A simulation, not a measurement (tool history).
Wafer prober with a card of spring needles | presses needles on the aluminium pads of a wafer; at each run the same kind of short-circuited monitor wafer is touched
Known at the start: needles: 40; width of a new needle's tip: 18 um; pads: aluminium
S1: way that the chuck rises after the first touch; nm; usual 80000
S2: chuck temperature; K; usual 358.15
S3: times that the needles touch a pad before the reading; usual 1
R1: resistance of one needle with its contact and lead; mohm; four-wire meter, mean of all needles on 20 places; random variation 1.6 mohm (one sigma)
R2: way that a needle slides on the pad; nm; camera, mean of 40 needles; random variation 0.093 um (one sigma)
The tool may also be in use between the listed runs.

{"run": 1, "hour": 0.0, "S1": 80000, "S2": 358.15, "S3": 1, "R1": 160, "R2": 20850}
{"hour": 2.4, "done": "tips cleaned on abrasive film"}
{"hour": 5.7, "done": "tips cleaned on abrasive film"}
{"hour": 8.9, "done": "tips cleaned on abrasive film"}
{"hour": 12.2, "done": "tips cleaned on abrasive film"}
{"hour": 16.2, "done": "tips cleaned on abrasive film"}
{"hour": 19.4, "done": "tips cleaned on abrasive film"}
{"hour": 22.7, "done": "tips cleaned on abrasive film"}
{"hour": 25.9, "done": "tips cleaned on abrasive film"}
{"hour": 29.9, "done": "tips cleaned on abrasive film"}
{"hour": 33.9, "done": "tips cleaned on abrasive film"}
{"hour": 38.0, "done": "tips cleaned on abrasive film"}
{"hour": 41.2, "done": "tips cleaned on abrasive film"}
{"run": 2, "hour": 42.8, "S1": 80000, "S2": 358.15, "S3": 1, "R1": 160, "R2": 21010}
{"hour": 44.5, "done": "tips cleaned on abrasive film"}
{"hour": 47.7, "done": "tips cleaned on abrasive film"}
{"hour": 51.7, "done": "tips cleaned on abrasive film"}
{"hour": 55.0, "done": "tips cleaned on abrasive film"}
{"hour": 59.0, "done": "tips cleaned on abrasive film"}
{"hour": 62.2, "done": "tips cleaned on abrasive film"}
{"hour": 65.5, "done": "tips cleaned on abrasive film"}
{"hour": 69.5, "done": "tips cleaned on abrasive film"}
{"hour": 73.5, "done": "tips cleaned on abrasive film"}
{"hour": 76.7, "done": "tips cleaned on abrasive film"}
{"hour": 80.0, "done": "tips cleaned on abrasive film"}
{"hour": 84.0, "done": "tips cleaned on abrasive film"}
{"hour": 88.0, "done": "tips cleaned on abrasive film"}
{"hour": 91.3, "done": "tips cleaned on abrasive film"}
{"run": 3, "hour": 93.5, "S1": 80000, "S2": 358.15, "S3": 2, "R1": 161, "R2": 21030}
{"hour": 95.1, "done": "tips cleaned on abrasive film"}
{"hour": 98.4, "done": "tips cleaned on abrasive film"}
{"hour": 102.4, "done": "tips cleaned on abrasive film"}
{"hour": 106.4, "done": "tips cleaned on abrasive film"}
{"hour": 110.4, "done": "tips cleaned on abrasive film"}
{"hour": 114.5, "done": "tips cleaned on abrasive film"}
{"run": 4, "hour": 117.2, "S1": 80000, "S2": 312.15, "S3": 2, "R1": 153, "R2": 20920}
{"hour": 118.1, "done": "tips cleaned on abrasive film"}
{"hour": 122.1, "done": "tips cleaned on abrasive film"}
{"hour": 126.2, "done": "tips cleaned on abrasive film"}
{"hour": 130.2, "done": "tips cleaned on abrasive film"}
{"hour": 134.2, "done": "tips cleaned on abrasive film"}
{"hour": 137.4, "done": "tips cleaned on abrasive film"}
{"hour": 141.5, "done": "tips cleaned on abrasive film"}
{"hour": 144.7, "done": "tips cleaned on abrasive film"}
{"hour": 148.7, "done": "tips cleaned on abrasive film"}
{"hour": 152.7, "done": "tips cleaned on abrasive film"}
{"hour": 156.8, "done": "tips cleaned on abrasive film"}
{"hour": 160.5, "done": "tips cleaned on abrasive film"}
{"run": 5, "hour": 160.5, "S1": 76000, "S2": 358.15, "S3": 1, "R1": 159, "R2": 19790}
{"hour": 164.5, "done": "tips cleaned on abrasive film"}
{"hour": 167.8, "done": "tips cleaned on abrasive film"}
{"hour": 171.8, "done": "tips cleaned on abrasive film"}
{"hour": 175.8, "done": "tips cleaned on abrasive film"}
{"hour": 179.1, "done": "tips cleaned on abrasive film"}
{"hour": 182.3, "done": "tips cleaned on abrasive film"}
{"hour": 185.5, "done": "tips cleaned on abrasive film"}
{"run": 6, "hour": 186.7, "S1": 76000, "S2": 358.15, "S3": 2, "R1": 161, "R2": 20030}
{"hour": 189.2, "done": "tips cleaned on abrasive film"}
{"hour": 192.4, "done": "tips cleaned on abrasive film"}
{"hour": 196.4, "done": "tips cleaned on abrasive film"}
{"hour": 200.4, "done": "tips cleaned on abrasive film"}
{"hour": 203.7, "done": "tips cleaned on abrasive film"}
{"hour": 206.9, "done": "tips cleaned on abrasive film"}
{"hour": 210.3, "done": "height of the first contact set anew"}
{"hour": 211.2, "done": "tips cleaned on abrasive film"}
{"hour": 214.5, "done": "tips cleaned on abrasive film"}
{"hour": 218.4, "done": "tips cleaned on abrasive film"}
{"run": 7, "hour": 218.4, "S1": 80000, "S2": 358.15, "S3": 1, "R1": 158, "R2": 20890}
{"hour": 221.6, "done": "tips cleaned on abrasive film"}
{"hour": 225.6, "done": "tips cleaned on abrasive film"}
{"hour": 229.6, "done": "tips cleaned on abrasive film"}
{"hour": 233.7, "done": "tips cleaned on abrasive film"}
{"hour": 237.7, "done": "tips cleaned on abrasive film"}
{"hour": 241.7, "done": "tips cleaned on abrasive film"}
{"run": 8, "hour": 242.9, "S1": 80000, "S2": 358.15, "S3": 1, "R1": 159, "R2": 20850}
{"hour": 245.4, "done": "tips cleaned on abrasive film"}
{"hour": 249.4, "done": "tips cleaned on abrasive film"}
{"hour": 253.4, "done": "tips cleaned on abrasive film"}
{"hour": 256.7, "done": "tips cleaned on abrasive film"}
{"hour": 260.7, "done": "tips cleaned on abrasive film"}
{"hour": 264.7, "done": "tips cleaned on abrasive film"}
{"hour": 268.7, "done": "tips cleaned on abrasive film"}
{"hour": 272.8, "done": "tips cleaned on abrasive film"}
{"hour": 276.0, "done": "tips cleaned on abrasive film"}
{"hour": 280.0, "done": "tips cleaned on abrasive film"}
{"hour": 284.0, "done": "tips cleaned on abrasive film"}
{"hour": 287.3, "done": "tips cleaned on abrasive film"}
{"run": 9, "hour": 289.2, "S1": 74000, "S2": 358.15, "S3": 1, "R1": 161, "R2": 19320}
{"hour": 290.9, "done": "tips cleaned on abrasive film"}
{"hour": 294.1, "done": "tips cleaned on abrasive film"}
{"hour": 297.3, "done": "tips cleaned on abrasive film"}
{"hour": 301.4, "done": "tips cleaned on abrasive film"}
{"hour": 304.6, "done": "tips cleaned on abrasive film"}
{"hour": 308.6, "done": "tips cleaned on abrasive film"}
{"hour": 311.9, "done": "tips cleaned on abrasive film"}
{"hour": 315.9, "done": "tips cleaned on abrasive film"}
{"hour": 319.1, "done": "tips cleaned on abrasive film"}
{"hour": 322.4, "done": "tips cleaned on abrasive film"}
{"hour": 326.4, "done": "tips cleaned on abrasive film"}
{"run": 10, "hour": 328.6, "S1": 70000, "S2": 382.15, "S3": 1, "R1": 166, "R2": 18170}
{"hour": 330.3, "done": "tips cleaned on abrasive film"}
{"hour": 333.5, "done": "tips cleaned on abrasive film"}
{"hour": 336.8, "done": "tips cleaned on abrasive film"}
{"hour": 340.8, "done": "tips cleaned on abrasive film"}
{"hour": 344.0, "done": "tips cleaned on abrasive film"}
{"hour": 348.0, "done": "tips cleaned on abrasive film"}
{"hour": 351.3, "done": "tips cleaned on abrasive film"}
{"hour": 354.5, "done": "tips cleaned on abrasive film"}
{"hour": 358.5, "done": "tips cleaned on abrasive film"}
{"hour": 362.5, "done": "tips cleaned on abrasive film"}
{"hour": 365.8, "done": "tips cleaned on abrasive film"}
{"hour": 369.8, "done": "tips cleaned on abrasive film"}
{"hour": 373.8, "done": "tips cleaned on abrasive film"}
{"run": 11, "hour": 374.1, "S1": 70000, "S2": 301.15, "S3": 2, "R1": 152, "R2": 18100}
{"hour": 377.3, "done": "tips cleaned on abrasive film"}
{"hour": 380.6, "done": "tips cleaned on abrasive film"}
{"hour": 384.6, "done": "tips cleaned on abrasive film"}
{"hour": 387.8, "done": "tips cleaned on abrasive film"}
{"hour": 391.1, "done": "tips cleaned on abrasive film"}
{"hour": 395.1, "done": "tips cleaned on abrasive film"}
{"hour": 399.1, "done": "tips cleaned on abrasive film"}
{"hour": 402.3, "done": "tips cleaned on abrasive film"}
{"hour": 405.6, "done": "tips cleaned on abrasive film"}
{"run": 12, "hour": 408.7, "S1": 70000, "S2": 302.15, "S3": 3, "R1": 152, "R2": 18100}
{"hour": 409.6, "done": "tips cleaned on abrasive film"}
{"hour": 412.8, "done": "tips cleaned on abrasive film"}
{"hour": 416.8, "done": "tips cleaned on abrasive film"}
{"hour": 420.1, "done": "tips cleaned on abrasive film"}
{"hour": 424.1, "done": "tips cleaned on abrasive film"}
{"hour": 428.1, "done": "tips cleaned on abrasive film"}
{"hour": 432.1, "done": "tips cleaned on abrasive film"}
{"hour": 435.4, "done": "tips cleaned on abrasive film"}
{"hour": 439.4, "done": "tips cleaned on abrasive film"}
{"hour": 443.4, "done": "tips cleaned on abrasive film"}
{"hour": 446.6, "done": "tips cleaned on abrasive film"}
{"hour": 449.9, "done": "tips cleaned on abrasive film"}
{"hour": 453.1, "done": "tips cleaned on abrasive film"}
{"hour": 457.1, "done": "tips cleaned on abrasive film"}
{"hour": 460.4, "done": "tips cleaned on abrasive film"}
{"run": 13, "hour": 462.8, "S1": 70000, "S2": 302.15, "S3": 3, "R1": 150, "R2": 18210}
{"hour": 463.7, "done": "tips cleaned on abrasive film"}
{"hour": 466.9, "done": "tips cleaned on abrasive film"}
{"hour": 470.9, "done": "tips cleaned on abrasive film"}
{"hour": 474.2, "done": "tips cleaned on abrasive film"}
{"hour": 478.2, "done": "tips cleaned on abrasive film"}
{"hour": 481.4, "done": "tips cleaned on abrasive film"}
{"hour": 485.4, "done": "tips cleaned on abrasive film"}
{"hour": 489.5, "done": "tips cleaned on abrasive film"}
{"hour": 493.5, "done": "tips cleaned on abrasive film"}
{"hour": 497.5, "done": "tips cleaned on abrasive film"}
{"hour": 500.7, "done": "tips cleaned on abrasive film"}
{"hour": 504.8, "done": "tips cleaned on abrasive film"}
{"run": 14, "hour": 506.2, "S1": 79000, "S2": 300.15, "S3": 1, "R1": 148, "R2": 20390}
{"hour": 508.6, "done": "tips cleaned on abrasive film"}
{"hour": 512.7, "done": "tips cleaned on abrasive film"}
{"hour": 516.7, "done": "tips cleaned on abrasive film"}
{"hour": 520.7, "done": "tips cleaned on abrasive film"}
{"hour": 524.7, "done": "tips cleaned on abrasive film"}
{"hour": 528.0, "done": "tips cleaned on abrasive film"}
{"hour": 531.2, "done": "tips cleaned on abrasive film"}
{"hour": 533.9, "done": "height of the first contact set anew"}
{"hour": 535.5, "done": "tips cleaned on abrasive film"}
{"run": 15, "hour": 536.7, "S1": 62000, "S2": 394.15, "S3": 1, "R1": 170, "R2": 16110}
{"hour": 539.2, "done": "tips cleaned on abrasive film"}
{"hour": 542.4, "done": "tips cleaned on abrasive film"}
{"hour": 546.5, "done": "tips cleaned on abrasive film"}
{"hour": 549.7, "done": "tips cleaned on abrasive film"}
{"hour": 552.9, "done": "tips cleaned on abrasive film"}
{"hour": 556.9, "done": "tips cleaned on abrasive film"}
{"hour": 560.2, "done": "tips cleaned on abrasive film"}
{"hour": 564.2, "done": "tips cleaned on abrasive film"}
{"run": 16, "hour": 566.1, "S1": 96000, "S2": 358.15, "S3": 1, "R1": 158, "R2": 24570}

Measured less the same run without the tool's hidden state. The same run-to-run variation is in both; the gauge's scatter may not be:
The hidden state here: debris on the tips, nm; way that the needles fall short of the set height, um; tips' diameter, um; drift of the gauge itself on contact_mohm, %; drift of the gauge itself on scrub_um, %.
run=1 R2=+0
run=2 R2=-30
run=3 R2=-60
run=4 R2=-70
run=5 R2=-100
run=6 R2=-110
run=7 R2=-130
run=8 R2=-140
run=9 R2=-160
run=10 R2=-160
run=11 R2=-190
run=12 R2=-210
run=13 R2=-240
run=14 R2=-290
run=15 R2=-240
run=16 R2=-390
R1: within 1 mohm of the measured result in every run.
